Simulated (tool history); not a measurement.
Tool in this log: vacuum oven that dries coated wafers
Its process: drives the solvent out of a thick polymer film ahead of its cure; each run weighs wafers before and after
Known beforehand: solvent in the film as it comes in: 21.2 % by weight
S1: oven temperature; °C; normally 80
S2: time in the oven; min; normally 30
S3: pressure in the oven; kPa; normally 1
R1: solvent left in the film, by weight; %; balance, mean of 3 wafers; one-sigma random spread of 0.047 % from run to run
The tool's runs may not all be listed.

run,hour,S1,S2,S3,R1
1,0,80,30,1,1.84
2,26.9,80,30,1,1.8
3,58.6,80,30,1,1.84
4,82,80,30,1,1.76
5,111,80,30,1,1.79
6,142.7,80,30,1,1.79
7,163.6,80,30,1,1.9
8,198.8,80,30,1,1.8
9,226.6,80,30,1,1.88
10,246,80,30,1,1.81
11,264.6,80,30,1,1.87
12,284.5,80,30,1,1.76
13,319.1,80,51,1,1.09
14,353.2,80,51,1,1.07
15,368,80,30,1,1.88
16,388.7,80,30,0.73,1.67
17,406.7,84,30,0.73,1.21
18,435.9,84,30,0.73,1.16
19,459.5,80,35,0.93,1.37
20,475.5,85,26,1.84,1.94
21,503.3,85,26,1.84,2.01
22,518.7,93,18,1,1.27
23,543.4,88,21,1.61,1.92
24,559,83,34,0.69,0.99
25,583,83,22,2.33,3.15
26,618.1,83,22,2.33,3.22
27,644.5,83,21,3.3,3.93
28,677.5,84,30,1.7,1.83
29,705.6,80,32,1,1.61
30,730.9,91,35,3.3,1.97
31,745.8,91,35,3.3,2.04
32,764.5,80,30,0.72,1.71
33,780.7,80,25,0.59,2.09
34,806.7,87,30,1.86,1.7

Not shown: 1 entry that the log had between the listed runs. Between which runs, and how does the tool's hidden state differ before and after?
Run 18 -> run 19: oven's thermocouples calibrated (hour 456.4)
  true wafer temperature over the reading, C: -0.66 -> -0.09; true pressure over the reading, kPa: 0.18 -> 0.183
  measured result minus the result with no hidden state, R1: +0.2 -> +0.16 %
